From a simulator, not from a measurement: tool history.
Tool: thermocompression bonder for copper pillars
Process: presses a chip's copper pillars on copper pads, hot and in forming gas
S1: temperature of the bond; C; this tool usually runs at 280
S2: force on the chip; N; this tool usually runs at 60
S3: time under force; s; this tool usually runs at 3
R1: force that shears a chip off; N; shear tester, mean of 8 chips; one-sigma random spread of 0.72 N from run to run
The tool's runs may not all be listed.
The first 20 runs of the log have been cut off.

| run | hour | S1 | S2 | S3 | R1 |
|---|---|---|---|---|---|
|  | 854.6 | forming gas filter changed |
| 21 | 877.1 | 306 | 72 | 6 | 94.9 |
| 22 | 932.7 | 278 | 72 | 2 | 51.9 |
| 23 | 967.9 | 278 | 72 | 2 | 50.6 |
| 24 | 1017.5 | 278 | 72 | 2 | 52.4 |
| 25 | 1071.2 | 272 | 77 | 2 | 49.9 |
| 26 | 1096.7 | 272 | 77 | 2 | 49.9 |
| 27 | 1138.6 | 272 | 77 | 2 | 51.2 |
| 28 | 1187.1 | 273 | 52 | 2 | 34.3 |
| 29 | 1233.5 | 262 | 36 | 8 | 35.8 |
|  | 1240.1 | forming gas filter changed |
| 30 | 1275 | 263 | 47 | 2 | 28 |
| 31 | 1318 | 263 | 47 | 2 | 26.6 |
| 32 | 1353.6 | 263 | 47 | 2 | 28.3 |
| 33 | 1408.9 | 262 | 47 | 6 | 42.4 |

Alternative continuations, all from the tool just after run 33; predict every row:
| A | 1432.4 | 274 | 41 | 2 | ? |
| B | 1432.4 | 260 | 61 | 5 | ? |
| C | 1432.4 | 298 | 47 | 5 | ? |
| D | 1432.4 | 280 | 47 | 6 | ? |

| run | R1 |
|---|---|
| A | 30 |
| B | 48.8 |
| C | 65.1 |
| D | 54.2 |
Without the tool's hidden state the same runs would have given:
| run | R1 |
|---|---|
| A | 29.7 |
| B | 48.3 |
| C | 64.7 |
| D | 53.7 |
